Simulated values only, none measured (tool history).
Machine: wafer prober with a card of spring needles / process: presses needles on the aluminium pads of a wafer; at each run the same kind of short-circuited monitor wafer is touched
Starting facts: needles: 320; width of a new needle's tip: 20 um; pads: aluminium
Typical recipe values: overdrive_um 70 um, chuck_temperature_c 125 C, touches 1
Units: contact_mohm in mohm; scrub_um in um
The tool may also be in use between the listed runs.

run 1 day=0 | overdrive_um=70 chuck_temperature_c=125 touches=1 | contact_mohm=388 scrub_um=8.64
-- day=0.075 tips cleaned on abrasive film
-- day=0.225 tips cleaned on abrasive film
-- day=0.375 tips cleaned on abrasive film
-- day=0.558 tips cleaned on abrasive film
-- day=0.708 tips cleaned on abrasive film
-- day=0.858 tips cleaned on abrasive film
-- day=1.004 tips cleaned on abrasive film
-- day=1.192 tips cleaned on abrasive film
-- day=1.338 tips cleaned on abrasive film
-- day=1.35 height of the first contact set anew
-- day=1.538 tips cleaned on abrasive film
-- day=1.683 tips cleaned on abrasive film
-- day=2.183 card fitted with new needles
-- day=2.371 tips cleaned on abrasive film
-- day=2.521 tips cleaned on abrasive film
-- day=2.667 tips cleaned on abrasive film
-- day=2.854 tips cleaned on abrasive film
-- day=3.038 tips cleaned on abrasive film
run 2 day=3.05 | overdrive_um=80 chuck_temperature_c=125 touches=1 | contact_mohm=245 scrub_um=10.23
-- day=3.2 tips cleaned on abrasive film
-- day=3.383 tips cleaned on abrasive film
-- day=3.533 tips cleaned on abrasive film
-- day=3.683 tips cleaned on abrasive film
-- day=3.867 tips cleaned on abrasive film
-- day=4.017 tips cleaned on abrasive film
-- day=4.167 tips cleaned on abrasive film
-- day=4.35 tips cleaned on abrasive film
-- day=4.5 tips cleaned on abrasive film
-- day=4.683 tips cleaned on abrasive film
-- day=4.867 tips cleaned on abrasive film
-- day=5.017 tips cleaned on abrasive film
-- day=5.167 tips cleaned on abrasive film
-- day=5.35 tips cleaned on abrasive film
-- day=5.512 tips cleaned on abrasive film
run 3 day=5.512 | overdrive_um=70 chuck_temperature_c=103 touches=1 | contact_mohm=229 scrub_um=8.79
-- day=5.658 tips cleaned on abrasive film
-- day=5.808 tips cleaned on abrasive film
-- day=5.992 tips cleaned on abrasive film
-- day=6.142 tips cleaned on abrasive film
-- day=6.329 tips cleaned on abrasive film
-- day=6.475 tips cleaned on abrasive film
-- day=6.662 tips cleaned on abrasive film
-- day=6.808 tips cleaned on abrasive film
-- day=6.958 tips cleaned on abrasive film
-- day=7.142 tips cleaned on abrasive film
-- day=7.292 tips cleaned on abrasive film
-- day=7.442 tips cleaned on abrasive film
-- day=7.625 tips cleaned on abrasive film
-- day=7.775 tips cleaned on abrasive film
run 4 day=7.904 | overdrive_um=70 chuck_temperature_c=103 touches=1 | contact_mohm=406 scrub_um=8.62
-- day=7.946 tips cleaned on abrasive film
-- day=8.129 tips cleaned on abrasive film
-- day=8.317 tips cleaned on abrasive film
-- day=8.462 tips cleaned on abrasive film
-- day=8.65 tips cleaned on abrasive film
-- day=8.796 tips cleaned on abrasive film
-- day=8.946 tips cleaned on abrasive film
-- day=9.133 tips cleaned on abrasive film
-- day=9.317 tips cleaned on abrasive film
-- day=9.438 height of the first contact set anew
-- day=9.512 tips cleaned on abrasive film
-- day=9.662 tips cleaned on abrasive film
-- day=9.812 tips cleaned on abrasive film
-- day=9.996 tips cleaned on abrasive film
run 5 day=10.104 | overdrive_um=70 chuck_temperature_c=125 touches=1 | contact_mohm=352 scrub_um=8.98
-- day=10.179 tips cleaned on abrasive film
-- day=10.362 tips cleaned on abrasive film
-- day=10.512 tips cleaned on abrasive film
-- day=10.662 tips cleaned on abrasive film
-- day=10.846 tips cleaned on abrasive film
-- day=10.996 tips cleaned on abrasive film
-- day=11.146 tips cleaned on abrasive film
-- day=11.329 tips cleaned on abrasive film
-- day=11.479 tips cleaned on abrasive film
-- day=11.625 tips cleaned on abrasive film
-- day=11.812 tips cleaned on abrasive film
-- day=11.958 tips cleaned on abrasive film
-- day=12.129 tips cleaned on abrasive film
run 6 day=12.129 | overdrive_um=67 chuck_temperature_c=125 touches=1 | contact_mohm=254 scrub_um=8.48
-- day=12.317 tips cleaned on abrasive film
-- day=12.5 tips cleaned on abrasive film
-- day=12.683 tips cleaned on abrasive film
-- day=12.871 tips cleaned on abrasive film
-- day=13.054 tips cleaned on abrasive film
-- day=13.204 tips cleaned on abrasive film
-- day=13.388 tips cleaned on abrasive film
-- day=13.575 tips cleaned on abrasive film
-- day=13.758 tips cleaned on abrasive film
-- day=13.908 tips cleaned on abrasive film
-- day=14.092 tips cleaned on abrasive film
-- day=14.242 tips cleaned on abrasive film
-- day=14.425 tips cleaned on abrasive film
-- day=14.575 tips cleaned on abrasive film
-- day=14.725 tips cleaned on abrasive film
-- day=14.871 tips cleaned on abrasive film
-- day=15.058 tips cleaned on abrasive film
run 7 day=15.058 | overdrive_um=67 chuck_temperature_c=125 touches=1 | contact_mohm=251 scrub_um=8.2
-- day=15.242 tips cleaned on abrasive film
-- day=15.392 tips cleaned on abrasive film
-- day=15.538 tips cleaned on abrasive film
-- day=15.688 tips cleaned on abrasive film
-- day=15.875 tips cleaned on abrasive film
-- day=16.021 tips cleaned on abrasive film
-- day=16.208 tips cleaned on abrasive film
-- day=16.354 tips cleaned on abrasive film
-- day=16.542 tips cleaned on abrasive film
-- day=16.696 height of the first contact set anew
-- day=16.738 tips cleaned on abrasive film
run 8 day=16.754 | overdrive_um=67 chuck_temperature_c=125 touches=1 | contact_mohm=273 scrub_um=8.6
-- day=16.904 tips cleaned on abrasive film
-- day=17.054 tips cleaned on abrasive film
-- day=17.238 tips cleaned on abrasive film
-- day=17.388 tips cleaned on abrasive film
-- day=17.533 tips cleaned on abrasive film
-- day=17.721 tips cleaned on abrasive film
-- day=17.867 tips cleaned on abrasive film
-- day=18.054 tips cleaned on abrasive film
-- day=18.204 tips cleaned on abrasive film
-- day=18.35 tips cleaned on abrasive film
-- day=18.538 tips cleaned on abrasive film
-- day=18.721 tips cleaned on abrasive film
-- day=18.871 tips cleaned on abrasive film
-- day=19.054 tips cleaned on abrasive film
-- day=19.204 tips cleaned on abrasive film
-- day=19.388 tips cleaned on abrasive film
-- day=19.538 tips cleaned on abrasive film
run 9 day=19.583 | overdrive_um=70 chuck_temperature_c=30 touches=2 | contact_mohm=271 scrub_um=8.79
-- day=19.696 tips cleaned on abrasive film
-- day=19.846 tips cleaned on abrasive film
-- day=20.029 tips cleaned on abrasive film
-- day=20.179 tips cleaned on abrasive film
-- day=20.362 tips cleaned on abrasive film
-- day=20.512 tips cleaned on abrasive film
-- day=20.696 tips cleaned on abrasive film
-- day=20.846 tips cleaned on abrasive film
run 10 day=20.9 | overdrive_um=70 chuck_temperature_c=57 touches=2 | contact_mohm=281 scrub_um=8.67
-- day=21.012 tips cleaned on abrasive film
-- day=21.196 tips cleaned on abrasive film
-- day=21.383 tips cleaned on abrasive film
-- day=21.529 tips cleaned on abrasive film
-- day=21.717 tips cleaned on abrasive film
-- day=21.9 tips cleaned on abrasive film
-- day=22.05 tips cleaned on abrasive film
-- day=22.233 tips cleaned on abrasive film
-- day=22.421 tips cleaned on abrasive film
-- day=22.567 tips cleaned on abrasive film
-- day=22.754 tips cleaned on abrasive film
-- day=22.9 tips cleaned on abrasive film
-- day=23.088 tips cleaned on abrasive film
-- day=23.271 tips cleaned on abrasive film
-- day=23.458 tips cleaned on abrasive film
-- day=23.612 tips cleaned on abrasive film
run 11 day=23.612 | overdrive_um=70 chuck_temperature_c=35 touches=2 | contact_mohm=219 scrub_um=8.54
-- day=23.796 tips cleaned on abrasive film
-- day=23.946 tips cleaned on abrasive film
-- day=23.958 height of the first contact set anew
-- day=24.108 tips cleaned on abrasive film
-- day=24.254 tips cleaned on abrasive film
-- day=24.442 tips cleaned on abrasive film
-- day=24.592 tips cleaned on abrasive film
-- day=24.738 tips cleaned on abrasive film
-- day=24.925 tips cleaned on abrasive film
-- day=25.071 tips cleaned on abrasive film
-- day=25.258 tips cleaned on abrasive film
-- day=25.404 tips cleaned on abrasive film
-- day=25.592 tips cleaned on abrasive film
-- day=25.775 tips cleaned on abrasive film
-- day=25.962 tips cleaned on abrasive film
-- day=26.146 tips cleaned on abrasive film
-- day=26.296 tips cleaned on abrasive film
-- day=26.442 tips cleaned on abrasive film
run 12 day=26.554 | overdrive_um=70 chuck_temperature_c=35 touches=2 | contact_mohm=328 scrub_um=8.78
-- day=26.629 tips cleaned on abrasive film
-- day=26.775 tips cleaned on abrasive film
-- day=26.925 tips cleaned on abrasive film
-- day=27.112 tips cleaned on abrasive film
-- day=27.258 tips cleaned on abrasive film
-- day=27.446 tips cleaned on abrasive film
-- day=27.629 tips cleaned on abrasive film
-- day=27.779 tips cleaned on abrasive film
run 13 day=27.912 | overdrive_um=76 chuck_temperature_c=118 touches=1 | contact_mohm=411 scrub_um=9.47
-- day=27.95 tips cleaned on abrasive film
-- day=28.1 tips cleaned on abrasive film
-- day=28.288 tips cleaned on abrasive film
-- day=28.471 tips cleaned on abrasive film
-- day=28.621 tips cleaned on abrasive film
-- day=28.804 tips cleaned on abrasive film
-- day=28.954 tips cleaned on abrasive film
-- day=29.138 tips cleaned on abrasive film
-- day=29.288 tips cleaned on abrasive film
-- day=29.471 tips cleaned on abrasive film
-- day=29.658 tips cleaned on abrasive film
-- day=29.842 tips cleaned on abrasive film
-- day=30.025 tips cleaned on abrasive film
-- day=30.175 tips cleaned on abrasive film
-- day=30.358 tips cleaned on abrasive film
-- day=30.508 tips cleaned on abrasive film
run 14 day=30.638 | overdrive_um=54 chuck_temperature_c=113 touches=1 | contact_mohm=659 scrub_um=6.45
-- day=30.679 tips cleaned on abrasive film
-- day=30.825 tips cleaned on abrasive film
-- day=31.325 card fitted with new needles
-- day=31.512 tips cleaned on abrasive film
-- day=31.696 tips cleaned on abrasive film
-- day=31.846 tips cleaned on abrasive film
-- day=31.996 tips cleaned on abrasive film
-- day=32.179 tips cleaned on abrasive film
-- day=32.329 tips cleaned on abrasive film
-- day=32.475 tips cleaned on abrasive film
run 15 day=32.483 | overdrive_um=64 chuck_temperature_c=84 touches=1 | contact_mohm=244 scrub_um=8.17
-- day=32.633 tips cleaned on abrasive film
-- day=32.783 tips cleaned on abrasive film
-- day=32.967 tips cleaned on abrasive film
-- day=33.15 tips cleaned on abrasive film
-- day=33.3 tips cleaned on abrasive film
-- day=33.488 tips cleaned on abrasive film
-- day=33.671 tips cleaned on abrasive film
run 16 day=33.742 | overdrive_um=79 chuck_temperature_c=97 touches=2 | contact_mohm=256 scrub_um=9.95

Branching from run 16: 3 alternative next runs. What would each branch give?
-- day=33.821 tips cleaned on abrasive film
-- day=34.004 tips cleaned on abrasive film
-- day=34.188 tips cleaned on abrasive film
-- day=34.338 tips cleaned on abrasive film
-- day=34.488 tips cleaned on abrasive film
-- day=34.671 tips cleaned on abrasive film
-- day=34.858 tips cleaned on abrasive film
-- day=35.042 tips cleaned on abrasive film
-- day=35.225 tips cleaned on abrasive film
-- day=35.412 tips cleaned on abrasive film
-- day=35.558 tips cleaned on abrasive film
-- day=35.708 tips cleaned on abrasive film
-- day=35.896 tips cleaned on abrasive film
-- day=36.054 tips cleaned on abrasive film
run A day=36.054 | overdrive_um=74 chuck_temperature_c=73 touches=3 | contact_mohm=? scrub_um=?
-- day=33.821 tips cleaned on abrasive film
-- day=34.004 tips cleaned on abrasive film
-- day=34.188 tips cleaned on abrasive film
-- day=34.338 tips cleaned on abrasive film
-- day=34.488 tips cleaned on abrasive film
-- day=34.671 tips cleaned on abrasive film
-- day=34.858 tips cleaned on abrasive film
-- day=35.042 tips cleaned on abrasive film
-- day=35.225 tips cleaned on abrasive film
-- day=35.412 tips cleaned on abrasive film
-- day=35.558 tips cleaned on abrasive film
-- day=35.708 tips cleaned on abrasive film
-- day=35.896 tips cleaned on abrasive film
-- day=36.054 tips cleaned on abrasive film
run B day=36.054 | overdrive_um=68 chuck_temperature_c=122 touches=1 | contact_mohm=? scrub_um=?
-- day=33.821 tips cleaned on abrasive film
-- day=34.004 tips cleaned on abrasive film
-- day=34.188 tips cleaned on abrasive film
-- day=34.338 tips cleaned on abrasive film
-- day=34.488 tips cleaned on abrasive film
-- day=34.671 tips cleaned on abrasive film
-- day=34.858 tips cleaned on abrasive film
-- day=35.042 tips cleaned on abrasive film
-- day=35.225 tips cleaned on abrasive film
-- day=35.412 tips cleaned on abrasive film
-- day=35.558 tips cleaned on abrasive film
-- day=35.708 tips cleaned on abrasive film
-- day=35.896 tips cleaned on abrasive film
-- day=36.054 tips cleaned on abrasive film
run C day=36.054 | overdrive_um=68 chuck_temperature_c=54 touches=2 | contact_mohm=? scrub_um=?

run=A contact_mohm=211 scrub_um=9.23
run=B contact_mohm=242 scrub_um=8.45
run=C contact_mohm=219 scrub_um=8.39
The same runs, with their run-to-run variation unchanged, on a tool lacking any hidden condition would have given:
run=A contact_mohm=201 scrub_um=9.51
run=B contact_mohm=216 scrub_um=8.74
run=C contact_mohm=201 scrub_um=8.68

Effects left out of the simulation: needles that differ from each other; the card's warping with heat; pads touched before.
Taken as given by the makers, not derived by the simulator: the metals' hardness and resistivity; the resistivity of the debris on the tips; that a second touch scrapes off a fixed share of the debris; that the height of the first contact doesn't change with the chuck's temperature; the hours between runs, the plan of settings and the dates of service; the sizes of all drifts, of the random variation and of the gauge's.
